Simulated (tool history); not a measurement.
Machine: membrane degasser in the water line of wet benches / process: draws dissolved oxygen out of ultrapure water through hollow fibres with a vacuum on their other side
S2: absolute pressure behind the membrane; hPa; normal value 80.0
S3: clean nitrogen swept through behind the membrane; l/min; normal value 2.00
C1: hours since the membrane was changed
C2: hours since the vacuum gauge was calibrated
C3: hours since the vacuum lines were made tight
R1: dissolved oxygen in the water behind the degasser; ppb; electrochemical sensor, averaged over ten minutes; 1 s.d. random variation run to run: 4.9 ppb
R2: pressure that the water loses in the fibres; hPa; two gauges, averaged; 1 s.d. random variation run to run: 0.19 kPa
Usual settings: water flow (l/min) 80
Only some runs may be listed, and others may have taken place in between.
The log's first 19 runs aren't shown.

run 20 day=123.225 | water_flow_(l/min)=93 S2=51.4 S3=5.36 | C1=5878 C2=726 C3=6124 | R1=301.0 R2=468.4
run 21 day=127.092 | water_flow_(l/min)=77 S2=82.9 S3=2.00 | C1=5971 C2=819 C3=6216 | R1=497.3 R2=385.8
run 22 day=136.017 | water_flow_(l/min)=77 S2=82.9 S3=2.00 | C1=6185 C2=1033 C3=6431 | R1=500.4 R2=388.9
run 23 day=140.608 | water_flow_(l/min)=95 S2=82.9 S3=3.49 | C1=6296 C2=1143 C3=6541 | R1=513.3 R2=478.9
run 24 day=147.829 | water_flow_(l/min)=95 S2=106.5 S3=3.49 | C1=6469 C2=1317 C3=6714 | R1=644.4 R2=479.2
run 25 day=155.083 | water_flow_(l/min)=114 S2=80.0 S3=2.00 | C1=6643 C2=1491 C3=6888 | R1=830.6 R2=577.4
-- day=159.896 seals of the vacuum lines changed
run 26 day=161.404 | water_flow_(l/min)=73 S2=52.8 S3=4.43 | C1=6793 C2=1640 C3=36 | R1=188.3 R2=370.6
run 27 day=168.829 | water_flow_(l/min)=98 S2=80.0 S3=0.85 | C1=6971 C2=1819 C3=214 | R1=977.6 R2=498.1
run 28 day=174.917 | water_flow_(l/min)=79 S2=80.0 S3=3.89 | C1=7117 C2=1965 C3=360 | R1=355.9 R2=398.9
run 29 day=181.350 | water_flow_(l/min)=79 S2=80.0 S3=3.89 | C1=7271 C2=2119 C3=515 | R1=360.3 R2=399.9
run 30 day=188.758 | water_flow_(l/min)=79 S2=80.0 S3=3.89 | C1=7449 C2=2297 C3=693 | R1=350.9 R2=401.1
run 31 day=196.592 | water_flow_(l/min)=79 S2=53.0 S3=1.31 | C1=7637 C2=2485 C3=881 | R1=375.3 R2=401.9
run 32 day=200.604 | water_flow_(l/min)=79 S2=53.0 S3=1.31 | C1=7733 C2=2581 C3=977 | R1=373.3 R2=399.4

Forecast each of these 4 alternatives for the next run:
run A day=204.658 | water_flow_(l/min)=59 S2=92.5 S3=3.18 | C1=7831 C2=2679 C3=1074 | R1=? R2=?
run B day=204.658 | water_flow_(l/min)=81 S2=89.9 S3=5.53 | C1=7831 C2=2679 C3=1074 | R1=? R2=?
run C day=204.658 | water_flow_(l/min)=80 S2=140.3 S3=2.00 | C1=7831 C2=2679 C3=1074 | R1=? R2=?
run D day=204.658 | water_flow_(l/min)=56 S2=60.7 S3=3.67 | C1=7831 C2=2679 C3=1074 | R1=? R2=?

run=A R1=295.6 R2=299.4
run=B R1=344.8 R2=413.6
run=C R1=920.5 R2=405.2
run=D R1=140.6 R2=284.1
What these runs would have given with no unlogged condition in the tool:
run=A R1=282.7 R2=286.8
run=B R1=318.1 R2=396.4
run=C R1=895.1 R2=388.1
run=D R1=129.6 R2=272.2
